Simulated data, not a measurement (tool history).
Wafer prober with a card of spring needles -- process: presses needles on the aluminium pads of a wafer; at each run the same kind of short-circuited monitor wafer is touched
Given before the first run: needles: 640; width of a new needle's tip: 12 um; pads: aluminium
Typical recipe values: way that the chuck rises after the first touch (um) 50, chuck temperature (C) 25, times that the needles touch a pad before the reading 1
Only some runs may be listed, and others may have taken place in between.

run	day	way that the chuck rises after the first touch (um)	chuck temperature (C)	times that the needles touch a pad before the reading	resistance of one needle with its contact and lead (mohm)	way that a needle slides on the pad (um)
1	0.000	50	25	1	312	12.45
# day 0.179: height of the first contact set anew
# day 0.242: tips cleaned on abrasive film
# day 0.471: tips cleaned on abrasive film
# day 0.754: tips cleaned on abrasive film
# day 0.979: tips cleaned on abrasive film
2	1.104	50	25	1	367	12.90
# day 1.221: tips cleaned on abrasive film
# day 1.504: tips cleaned on abrasive film
# day 1.783: tips cleaned on abrasive film
3	1.933	50	25	1	371	12.80
# day 2.046: tips cleaned on abrasive film
# day 2.333: tips cleaned on abrasive film
# day 2.617: tips cleaned on abrasive film
# day 2.842: tips cleaned on abrasive film
4	2.933	50	51	1	358	12.77
# day 3.108: tips cleaned on abrasive film
# day 3.338: tips cleaned on abrasive film
5	3.538	50	51	1	410	12.68
# day 3.596: tips cleaned on abrasive film
# day 3.879: tips cleaned on abrasive film
# day 3.992: tips cleaned on abrasive film, once more
# day 4.221: tips cleaned on abrasive film
6	4.338	50	113	1	377	12.64
# day 4.454: tips cleaned on abrasive film
# day 4.683: tips cleaned on abrasive film
# day 4.954: tips cleaned on abrasive film
# day 5.233: tips cleaned on abrasive film
7	5.262	50	25	1	304	12.55
# day 5.488: tips cleaned on abrasive film
# day 5.758: tips cleaned on abrasive film
8	5.967	50	25	2	357	12.56
# day 6.021: tips cleaned on abrasive film
# day 6.296: tips cleaned on abrasive film
# day 6.571: tips cleaned on abrasive film
9	6.742	50	25	3	325	12.48
# day 6.804: tips cleaned on abrasive film
# day 7.029: tips cleaned on abrasive film
# day 7.258: tips cleaned on abrasive film
10	7.312	50	25	3	295	12.41
# day 7.538: tips cleaned on abrasive film
# day 7.775: height of the first contact set anew
# day 7.838: tips cleaned on abrasive film
# day 8.062: tips cleaned on abrasive film
11	8.096	50	25	1	314	12.93
# day 8.325: tips cleaned on abrasive film
# day 8.600: tips cleaned on abrasive film
12	8.796	47	25	1	424	12.03
# day 8.854: tips cleaned on abrasive film
# day 9.142: tips cleaned on abrasive film
# day 9.367: tips cleaned on abrasive film
# day 9.654: tips cleaned on abrasive film
# day 9.879: tips cleaned on abrasive film
13	9.938	47	32	3	305	12.02
# day 10.158: tips cleaned on abrasive film
# day 10.383: tips cleaned on abrasive film
14	10.583	47	32	3	340	11.97
# day 10.638: tips cleaned on abrasive film
# day 10.912: tips cleaned on abrasive film
15	11.133	53	36	1	410	13.49
# day 11.192: tips cleaned on abrasive film
# day 11.475: tips cleaned on abrasive film
16	11.667	53	36	1	393	13.45
# day 11.729: tips cleaned on abrasive film
# day 11.996: tips cleaned on abrasive film
17	12.217	53	36	1	400	13.37
# day 12.275: tips cleaned on abrasive film
# day 12.546: tips cleaned on abrasive film
# day 12.829: tips cleaned on abrasive film
18	12.962	39	36	3	351	9.74
# day 13.079: tips cleaned on abrasive film
# day 13.362: tips cleaned on abrasive film
19	13.438	63	33	1	319	15.92
# day 13.612: tips cleaned on abrasive film
# day 13.888: tips cleaned on abrasive film
20	14.038	50	28	1	390	12.48
# day 14.154: tips cleaned on abrasive film
# day 14.429: tips cleaned on abrasive film
# day 14.708: tips cleaned on abrasive film
21	14.904	50	28	1	430	12.49

3 ways to go on from here, each from the tool as it stands after run 21. What would each give?
# day 14.954: tips cleaned on abrasive film
# day 15.183: tips cleaned on abrasive film
# day 15.354: height of the first contact set anew
# day 15.467: tips cleaned on abrasive film
A	15.604	50	35	1	?	?
# day 14.954: tips cleaned on abrasive film
# day 15.183: tips cleaned on abrasive film
# day 15.354: height of the first contact set anew
# day 15.467: tips cleaned on abrasive film
B	15.604	50	28	1	?	?
# day 14.954: tips cleaned on abrasive film
# day 15.183: tips cleaned on abrasive film
# day 15.354: height of the first contact set anew
# day 15.467: tips cleaned on abrasive film
C	15.604	69	34	3	?	?

run	resistance of one needle with its contact and lead (mohm)	way that a needle slides on the pad (um)
A	390	12.87
B	389	12.93
C	300	17.81
The same runs, with their run-to-run variation unchanged, on a tool lacking any hidden condition would have given:
run	resistance of one needle with its contact and lead (mohm)	way that a needle slides on the pad (um)
A	279	12.89
B	277	12.95
C	275	17.83
